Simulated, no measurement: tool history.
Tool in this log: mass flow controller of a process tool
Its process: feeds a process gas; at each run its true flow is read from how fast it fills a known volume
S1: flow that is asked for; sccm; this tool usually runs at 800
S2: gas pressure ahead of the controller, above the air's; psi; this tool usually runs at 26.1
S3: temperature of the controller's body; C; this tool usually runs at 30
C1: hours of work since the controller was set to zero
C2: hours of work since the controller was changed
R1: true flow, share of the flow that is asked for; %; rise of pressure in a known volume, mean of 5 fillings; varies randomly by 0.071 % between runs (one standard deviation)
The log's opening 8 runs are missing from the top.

run,hour,S1,S2,S3,C1,C2,R1
9,1408.0,800,26.1,30,5029,5029,97.64
10,1655.6,188,26.1,30,5211,5211,93.33
11,1894.3,188,26.1,30,5387,5387,93.16
# hour 1959.1: controller's zero set anew
12,2077.1,188,26.1,30,87,5522,96.37
13,2333.8,188,26.1,30,276,5711,95.92
14,2476.3,188,26.1,30,382,5816,96.03
15,2690.2,188,26.1,30,539,5974,95.92
16,2844.2,188,26.1,30,653,6088,95.74
17,3014.5,800,26.1,23,779,6213,97.89
18,3131.4,800,28.0,30,865,6300,97.97
19,3389.4,800,28.0,30,1055,6490,97.96
20,3563.7,800,28.0,30,1184,6619,97.80
21,3773.8,800,26.1,30,1339,6774,97.85
22,3891.4,800,26.1,30,1426,6860,97.76

Run 23 comes next. What will it give?
23,4074.2,800,25.1,30,1560,6995,?

R1: 97.88 %
Had the tool carried no hidden state, the very same run would have given R1 99.67 %.

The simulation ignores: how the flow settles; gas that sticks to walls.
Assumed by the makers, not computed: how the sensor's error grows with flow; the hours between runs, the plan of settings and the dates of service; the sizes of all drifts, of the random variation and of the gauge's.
